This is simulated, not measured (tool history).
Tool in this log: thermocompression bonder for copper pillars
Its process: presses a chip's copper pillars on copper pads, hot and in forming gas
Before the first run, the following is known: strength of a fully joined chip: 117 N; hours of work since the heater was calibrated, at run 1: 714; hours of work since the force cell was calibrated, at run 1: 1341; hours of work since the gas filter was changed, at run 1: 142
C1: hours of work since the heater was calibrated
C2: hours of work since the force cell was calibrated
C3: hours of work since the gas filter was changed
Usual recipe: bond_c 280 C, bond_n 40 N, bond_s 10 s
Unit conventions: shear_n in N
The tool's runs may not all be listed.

{"run": 1, "day": 0.0, "bond_c": 280, "bond_n": 40, "bond_s": 10, "C1": 714, "C2": 1341, "C3": 142, "shear_n": 60.9}
{"run": 2, "day": 1.792, "bond_c": 280, "bond_n": 40, "bond_s": 10, "C1": 744, "C2": 1371, "C3": 172, "shear_n": 60.4}
{"run": 3, "day": 3.171, "bond_c": 280, "bond_n": 40, "bond_s": 10, "C1": 768, "C2": 1395, "C3": 195, "shear_n": 59.5}
{"run": 4, "day": 5.267, "bond_c": 280, "bond_n": 40, "bond_s": 10, "C1": 803, "C2": 1430, "C3": 231, "shear_n": 60.0}
{"run": 5, "day": 6.725, "bond_c": 300, "bond_n": 40, "bond_s": 10, "C1": 827, "C2": 1455, "C3": 255, "shear_n": 68.4}
{"day": 7.967, "done": "forming gas filter changed"}
{"run": 6, "day": 8.992, "bond_c": 292, "bond_n": 40, "bond_s": 10, "C1": 865, "C2": 1492, "C3": 17, "shear_n": 66.0}
{"run": 7, "day": 10.342, "bond_c": 292, "bond_n": 40, "bond_s": 10, "C1": 888, "C2": 1515, "C3": 40, "shear_n": 67.2}
{"run": 8, "day": 12.642, "bond_c": 292, "bond_n": 40, "bond_s": 10, "C1": 927, "C2": 1554, "C3": 79, "shear_n": 67.5}
{"day": 14.038, "done": "force cell calibrated"}
{"run": 9, "day": 14.438, "bond_c": 280, "bond_n": 43, "bond_s": 10, "C1": 956, "C2": 7, "C3": 108, "shear_n": 65.3}
{"run": 10, "day": 16.888, "bond_c": 280, "bond_n": 43, "bond_s": 10, "C1": 998, "C2": 48, "C3": 150, "shear_n": 65.4}
{"run": 11, "day": 19.767, "bond_c": 280, "bond_n": 43, "bond_s": 16, "C1": 1046, "C2": 97, "C3": 198, "shear_n": 74.9}
{"run": 12, "day": 21.496, "bond_c": 265, "bond_n": 40, "bond_s": 10, "C1": 1075, "C2": 126, "C3": 227, "shear_n": 57.1}
{"day": 22.25, "done": "heater calibrated with a thermocouple chip"}
{"run": 13, "day": 24.046, "bond_c": 265, "bond_n": 40, "bond_s": 10, "C1": 30, "C2": 168, "C3": 269, "shear_n": 51.8}
{"day": 24.475, "done": "forming gas filter changed"}
{"run": 14, "day": 26.033, "bond_c": 293, "bond_n": 40, "bond_s": 17, "C1": 63, "C2": 201, "C3": 26, "shear_n": 77.1}
{"run": 15, "day": 27.558, "bond_c": 293, "bond_n": 40, "bond_s": 17, "C1": 89, "C2": 227, "C3": 52, "shear_n": 76.6}
{"day": 28.404, "done": "force cell calibrated, once more"}
{"run": 16, "day": 29.804, "bond_c": 280, "bond_n": 40, "bond_s": 10, "C1": 126, "C2": 24, "C3": 89, "shear_n": 55.8}
{"run": 17, "day": 32.575, "bond_c": 284, "bond_n": 33, "bond_s": 10, "C1": 173, "C2": 70, "C3": 136, "shear_n": 49.8}
{"run": 18, "day": 34.333, "bond_c": 255, "bond_n": 38, "bond_s": 7, "C1": 203, "C2": 100, "C3": 165, "shear_n": 36.6}
{"run": 19, "day": 37.2, "bond_c": 266, "bond_n": 25, "bond_s": 7, "C1": 251, "C2": 148, "C3": 214, "shear_n": 29.9}

The next listed run, before its measurement:
{"run": 20, "day": 39.225, "bond_c": 302, "bond_n": 54, "bond_s": 20, "C1": 285, "C2": 183, "C3": 248, "shear_n": "?"}

{"run 20": {"shear_n": 90.5}}
Were there no unlogged condition in the tool, this run, its random variation unchanged, would have produced shear_n 90.8 N.

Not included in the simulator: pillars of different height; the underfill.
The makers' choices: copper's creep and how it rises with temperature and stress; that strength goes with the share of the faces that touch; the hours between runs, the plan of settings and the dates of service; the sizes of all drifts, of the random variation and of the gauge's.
